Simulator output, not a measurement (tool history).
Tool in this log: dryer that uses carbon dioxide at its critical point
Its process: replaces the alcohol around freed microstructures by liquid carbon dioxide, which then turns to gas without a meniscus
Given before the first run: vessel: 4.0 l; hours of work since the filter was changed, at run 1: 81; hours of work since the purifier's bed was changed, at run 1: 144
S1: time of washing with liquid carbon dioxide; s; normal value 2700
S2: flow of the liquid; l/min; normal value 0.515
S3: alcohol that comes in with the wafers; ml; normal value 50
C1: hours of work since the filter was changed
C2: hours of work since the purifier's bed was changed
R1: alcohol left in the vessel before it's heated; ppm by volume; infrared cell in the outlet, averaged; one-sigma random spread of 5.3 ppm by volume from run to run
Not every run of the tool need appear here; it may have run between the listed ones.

run,day,S1,S2,S3,C1,C2,R1
1,0.000,2700,0.515,50,81,144,135
2,0.375,2700,0.515,50,88,151,157
3,0.696,2700,0.515,50,94,157,154
4,0.858,2700,0.515,50,97,161,154
5,1.200,2700,0.515,50,103,167,156
6,1.571,2700,0.515,50,110,174,157
7,1.904,2700,0.515,50,117,180,164
8,2.221,2700,0.515,50,123,186,168
9,2.542,2700,0.515,50,129,192,159
10,2.704,2700,0.515,50,132,195,175
11,3.046,2400,0.458,38,138,202,309

Run 12, settings as shown, results not yet in. Your forecast:
12,3.400,2640,0.515,52,145,208,?

Logged for run 12: R1 180 ppm by volume.
Without the tool's hidden state the same run would have given R1 129 ppm by volume.
